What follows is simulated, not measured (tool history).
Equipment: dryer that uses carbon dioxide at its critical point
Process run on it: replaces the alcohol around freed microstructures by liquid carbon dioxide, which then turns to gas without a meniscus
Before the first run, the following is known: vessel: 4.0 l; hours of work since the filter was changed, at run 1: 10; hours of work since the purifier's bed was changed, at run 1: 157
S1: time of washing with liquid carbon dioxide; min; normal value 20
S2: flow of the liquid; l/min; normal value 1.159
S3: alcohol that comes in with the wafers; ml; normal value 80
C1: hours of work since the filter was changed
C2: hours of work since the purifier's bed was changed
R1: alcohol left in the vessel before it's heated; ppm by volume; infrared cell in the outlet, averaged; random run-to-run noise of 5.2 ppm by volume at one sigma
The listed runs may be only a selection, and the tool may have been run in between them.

run	hour	S1	S2	S3	C1	C2	R1
1	0	20	1.159	80	10	157	146
2	10.5	20	1.159	80	16	163	128
3	21.5	22	1.159	80	23	170	108
4	41.3	20	0.7	80	34	181	747
5	59.5	20	0.7	80	45	192	795
6	74	20	0.7	80	54	201	802
7	82.6	20	0.7	80	59	206	792
8	102.8	20	0.7	80	71	218	823
9	116.3	20	1.159	97	79	226	190
10	135.3	12	0.99	80	90	237	1391
11	149.4	12	0.99	80	98	245	1364
12	164.6	20	1.159	101	107	254	207
13	173.1	17	1.11	80	112	259	366

Alternative continuations, all from the tool just after run 13; predict every row:
A	191.9	20	1.25	30	123	270	?
B	191.9	19	1.49	81	123	270	?
C	191.9	29	1.159	80	123	270	?
D	191.9	17	1.53	80	123	270	?

run	R1
A	103
B	121
C	94
D	148
Had the tool no hidden state, the same runs would have come out as:
run	R1
A	15
B	29
C	8
D	49
